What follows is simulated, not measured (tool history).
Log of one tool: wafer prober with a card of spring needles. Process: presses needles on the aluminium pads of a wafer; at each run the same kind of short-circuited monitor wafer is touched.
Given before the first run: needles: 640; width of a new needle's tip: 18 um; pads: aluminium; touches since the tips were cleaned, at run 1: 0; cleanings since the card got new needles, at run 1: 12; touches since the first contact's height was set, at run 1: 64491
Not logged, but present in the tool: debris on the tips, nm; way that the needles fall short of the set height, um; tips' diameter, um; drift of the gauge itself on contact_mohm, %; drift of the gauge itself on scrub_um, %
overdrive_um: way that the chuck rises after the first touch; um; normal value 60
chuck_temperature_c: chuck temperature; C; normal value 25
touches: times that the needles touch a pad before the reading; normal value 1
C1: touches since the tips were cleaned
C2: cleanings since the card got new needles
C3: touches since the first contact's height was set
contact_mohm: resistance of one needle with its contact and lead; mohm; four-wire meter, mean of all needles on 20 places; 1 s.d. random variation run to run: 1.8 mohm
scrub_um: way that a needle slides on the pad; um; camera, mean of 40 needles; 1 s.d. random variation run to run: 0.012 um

run 1 hour=0.0 | overdrive_um=60 chuck_temperature_c=25 touches=1 | C1=0 C2=12 C3=64491 | contact_mohm=210 scrub_um=9.37
run 2 hour=7.0 | overdrive_um=60 chuck_temperature_c=25 touches=1 | C1=3157 C2=12 C3=67648 | contact_mohm=365 scrub_um=9.35
-- hour=10.8 tips cleaned on abrasive film
run 3 hour=13.8 | overdrive_um=60 chuck_temperature_c=25 touches=1 | C1=1340 C2=13 C3=70633 | contact_mohm=291 scrub_um=9.39
-- hour=22.3 tips cleaned on abrasive film
run 4 hour=24.4 | overdrive_um=60 chuck_temperature_c=54 touches=1 | C1=944 C2=14 C3=75348 | contact_mohm=278 scrub_um=9.34
run 5 hour=31.3 | overdrive_um=65 chuck_temperature_c=54 touches=1 | C1=4046 C2=14 C3=78450 | contact_mohm=354 scrub_um=10.15
-- hour=33.1 tips cleaned on abrasive film
-- hour=43.6 tips cleaned on abrasive film
run 6 hour=43.6 | overdrive_um=65 chuck_temperature_c=54 touches=1 | C1=0 C2=16 C3=83885 | contact_mohm=221 scrub_um=10.13
-- hour=47.1 height of the first contact set anew
-- hour=54.7 tips cleaned on abrasive film
run 7 hour=54.7 | overdrive_um=60 chuck_temperature_c=25 touches=1 | C1=0 C2=17 C3=3348 | contact_mohm=218 scrub_um=9.52
run 8 hour=64.9 | overdrive_um=60 chuck_temperature_c=25 touches=1 | C1=4574 C2=17 C3=7922 | contact_mohm=391 scrub_um=9.51
-- hour=66.3 tips cleaned on abrasive film
run 9 hour=71.2 | overdrive_um=60 chuck_temperature_c=25 touches=1 | C1=2184 C2=18 C3=10715 | contact_mohm=317 scrub_um=9.49
-- hour=76.9 tips cleaned on abrasive film
run 10 hour=80.0 | overdrive_um=60 chuck_temperature_c=25 touches=1 | C1=1382 C2=19 C3=14617 | contact_mohm=299 scrub_um=9.49
-- hour=87.6 tips cleaned on abrasive film
run 11 hour=89.0 | overdrive_um=60 chuck_temperature_c=25 touches=1 | C1=644 C2=20 C3=18623 | contact_mohm=252 scrub_um=9.49
run 12 hour=97.8 | overdrive_um=60 chuck_temperature_c=25 touches=1 | C1=4571 C2=20 C3=22550 | contact_mohm=395 scrub_um=9.50
-- hour=99.2 tips cleaned on abrasive film
run 13 hour=106.7 | overdrive_um=60 chuck_temperature_c=25 touches=1 | C1=3374 C2=21 C3=26515 | contact_mohm=356 scrub_um=9.47
-- hour=110.1 tips cleaned on abrasive film
run 14 hour=119.7 | overdrive_um=60 chuck_temperature_c=25 touches=1 | C1=4306 C2=22 C3=32298 | contact_mohm=383 scrub_um=9.45
-- hour=121.3 tips cleaned on abrasive film
-- hour=131.9 tips cleaned on abrasive film
run 15 hour=131.9 | overdrive_um=60 chuck_temperature_c=25 touches=1 | C1=0 C2=24 C3=37664 | contact_mohm=202 scrub_um=9.42
-- hour=142.7 tips cleaned on abrasive film
run 16 hour=143.2 | overdrive_um=69 chuck_temperature_c=42 touches=2 | C1=244 C2=25 C3=42691 | contact_mohm=210 scrub_um=10.85
run 17 hour=149.1 | overdrive_um=41 chuck_temperature_c=56 touches=1 | C1=2887 C2=25 C3=45334 | contact_mohm=528 scrub_um=6.41
-- hour=153.6 tips cleaned on abrasive film
run 18 hour=162.1 | overdrive_um=41 chuck_temperature_c=56 touches=1 | C1=3799 C2=26 C3=51121 | contact_mohm=568 scrub_um=6.38
-- hour=164.0 tips cleaned on abrasive film
run 19 hour=172.6 | overdrive_um=41 chuck_temperature_c=56 touches=1 | C1=3832 C2=27 C3=55762 | contact_mohm=560 scrub_um=6.37
-- hour=174.7 tips cleaned on abrasive film
run 20 hour=180.0 | overdrive_um=41 chuck_temperature_c=45 touches=2 | C1=2353 C2=28 C3=59044 | contact_mohm=377 scrub_um=6.36
-- hour=185.1 tips cleaned on abrasive film
run 21 hour=188.0 | overdrive_um=41 chuck_temperature_c=45 touches=2 | C1=1281 C2=29 C3=62578 | contact_mohm=308 scrub_um=6.35
-- hour=195.9 tips cleaned on abrasive film
run 22 hour=195.9 | overdrive_um=41 chuck_temperature_c=45 touches=2 | C1=0 C2=30 C3=66106 | contact_mohm=230 scrub_um=6.33
run 23 hour=205.6 | overdrive_um=41 chuck_temperature_c=45 touches=2 | C1=4327 C2=30 C3=70433 | contact_mohm=449 scrub_um=6.34
-- hour=206.4 tips cleaned on abrasive film
-- hour=216.9 tips cleaned on abrasive film
run 24 hour=218.2 | overdrive_um=60 chuck_temperature_c=43 touches=1 | C1=593 C2=32 C3=76019 | contact_mohm=261 scrub_um=9.30
-- hour=227.3 tips cleaned on abrasive film
run 25 hour=228.7 | overdrive_um=60 chuck_temperature_c=43 touches=1 | C1=594 C2=33 C3=80658 | contact_mohm=262 scrub_um=9.28

Here are 4 independent what-if runs from the current tool condition. What would each one return?
run A hour=236.2 | overdrive_um=61 chuck_temperature_c=92 touches=3 | C1=3959 C2=33 C3=84023 | contact_mohm=? scrub_um=?
run B hour=236.2 | overdrive_um=53 chuck_temperature_c=44 touches=1 | C1=3959 C2=33 C3=84023 | contact_mohm=? scrub_um=?
run C hour=236.2 | overdrive_um=60 chuck_temperature_c=43 touches=2 | C1=3959 C2=33 C3=84023 | contact_mohm=? scrub_um=?
run D hour=236.2 | overdrive_um=60 chuck_temperature_c=25 touches=2 | C1=3959 C2=33 C3=84023 | contact_mohm=? scrub_um=?

run=A contact_mohm=267 scrub_um=9.45
run=B contact_mohm=441 scrub_um=8.19
run=C contact_mohm=315 scrub_um=9.30
run=D contact_mohm=316 scrub_um=9.30
The same runs, with their run-to-run variation unchanged, on a tool lacking any hidden condition would have given:
run=A contact_mohm=204 scrub_um=9.68
run=B contact_mohm=200 scrub_um=8.43
run=C contact_mohm=198 scrub_um=9.54
run=D contact_mohm=195 scrub_um=9.53

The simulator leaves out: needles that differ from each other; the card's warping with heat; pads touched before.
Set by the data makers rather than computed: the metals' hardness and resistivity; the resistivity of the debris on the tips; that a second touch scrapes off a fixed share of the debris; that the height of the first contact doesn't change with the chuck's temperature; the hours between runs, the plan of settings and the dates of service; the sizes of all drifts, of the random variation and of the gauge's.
